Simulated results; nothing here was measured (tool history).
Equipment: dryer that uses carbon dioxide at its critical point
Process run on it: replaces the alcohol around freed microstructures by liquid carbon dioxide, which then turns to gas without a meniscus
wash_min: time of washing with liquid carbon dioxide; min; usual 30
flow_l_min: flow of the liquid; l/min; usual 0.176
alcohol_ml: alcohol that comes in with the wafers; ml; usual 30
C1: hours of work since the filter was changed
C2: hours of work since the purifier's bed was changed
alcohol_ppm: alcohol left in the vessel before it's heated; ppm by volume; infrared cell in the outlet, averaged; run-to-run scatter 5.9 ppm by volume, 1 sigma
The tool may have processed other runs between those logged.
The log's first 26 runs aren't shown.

Run 27, day 7.583: usual settings but wash_min 35 min, flow_l_min 0.248 l/min, alcohol_ml 23 ml; C1 81; C2 170. Result: alcohol_ppm 39 ppm by volume.
Run 28, day 7.950: usual settings but flow_l_min 0.130 l/min, alcohol_ml 43 ml; C1 88; C2 176. Result: alcohol_ppm 1443 ppm by volume.
Run 29, day 8.354: usual settings but flow_l_min 0.130 l/min, alcohol_ml 43 ml; C1 95; C2 183. Result: alcohol_ppm 1451 ppm by volume.
Run 30, day 8.592: usual settings but wash_min 20 min, alcohol_ml 78 ml; C1 99; C2 188. Result: alcohol_ppm 3418 ppm by volume.
Run 31, day 8.879: usual settings but wash_min 25 min, flow_l_min 0.123 l/min, alcohol_ml 51 ml; C1 104; C2 193. Result: alcohol_ppm 3614 ppm by volume.
Run 32, day 9.133: usual settings but wash_min 22 min, flow_l_min 0.183 l/min, alcohol_ml 60 ml; C1 109; C2 197. Result: alcohol_ppm 1755 ppm by volume.
Run 33, day 9.462: usual settings but wash_min 22 min, flow_l_min 0.183 l/min, alcohol_ml 60 ml; C1 115; C2 203. Result: alcohol_ppm 1786 ppm by volume.
Run 34, day 9.758: usual settings but wash_min 22 min, flow_l_min 0.183 l/min, alcohol_ml 60 ml; C1 120; C2 208. Result: alcohol_ppm 1774 ppm by volume.
Run 35, day 9.942: usual settings but wash_min 22 min, flow_l_min 0.183 l/min, alcohol_ml 60 ml; C1 123; C2 211. Result: alcohol_ppm 1797 ppm by volume.
Run 36, day 10.358: usual settings but wash_min 22 min, flow_l_min 0.148 l/min, alcohol_ml 100 ml; C1 130; C2 219. Result: alcohol_ppm 6146 ppm by volume.
Run 37, day 10.775: usual settings but wash_min 44 min, flow_l_min 0.138 l/min, alcohol_ml 31 ml; C1 138; C2 226. Result: alcohol_ppm 223 ppm by volume.
Run 38, day 11.154: usual settings but wash_min 44 min, flow_l_min 0.256 l/min, alcohol_ml 31 ml; C1 144; C2 233. Result: alcohol_ppm 44 ppm by volume.
Run 39, day 11.483: usual settings but wash_min 44 min, flow_l_min 0.204 l/min, alcohol_ml 33 ml; C1 150; C2 239. Result: alcohol_ppm 59 ppm by volume.
Run 40, day 11.658: usual settings but flow_l_min 0.136 l/min, alcohol_ml 24 ml; C1 153; C2 242. Result: alcohol_ppm 795 ppm by volume.
Run 41, day 11.858: usual settings but flow_l_min 0.136 l/min, alcohol_ml 24 ml; C1 157; C2 245. Result: alcohol_ppm 796 ppm by volume.
Run 42, day 12.058: usual settings but wash_min 24 min, flow_l_min 0.115 l/min, alcohol_ml 39 ml; C1 160; C2 249. Result: alcohol_ppm 3961 ppm by volume.
Run 43, day 12.383: usual settings but wash_min 24 min, flow_l_min 0.115 l/min, alcohol_ml 39 ml; C1 166; C2 254. Result: alcohol_ppm 4168 ppm by volume.

5 options for the next run, each taken on its own from the tool as it stands now. Forecast them:
Run A, day 12.638: usual settings but wash_min 29 min, flow_l_min 0.273 l/min, alcohol_ml 74 ml; C1 170; C2 259. Result: alcohol_ppm ?.
Run B, day 12.638: usual settings but wash_min 19 min, flow_l_min 0.204 l/min, alcohol_ml 59 ml; C1 170; C2 259. Result: alcohol_ppm ?.
Run C, day 12.638: usual settings but wash_min 24 min, flow_l_min 0.115 l/min, alcohol_ml 39 ml; C1 170; C2 259. Result: alcohol_ppm ?.
Run D, day 12.638: usual settings but wash_min 18 min, flow_l_min 0.184 l/min, alcohol_ml 53 ml; C1 170; C2 259. Result: alcohol_ppm ?.
Run E, day 12.638: usual settings but wash_min 24 min, flow_l_min 0.115 l/min, alcohol_ml 28 ml; C1 170; C2 259. Result: alcohol_ppm ?.

run  alcohol_ppm
  A          125
  B         2123
  C         4123
  D         3198
  E         2960
With the hidden condition removed and each run's random variation left untouched, the same runs would have given:
run  alcohol_ppm
  A           40
  B         1396
  C         3105
  D         2251
  E         2220
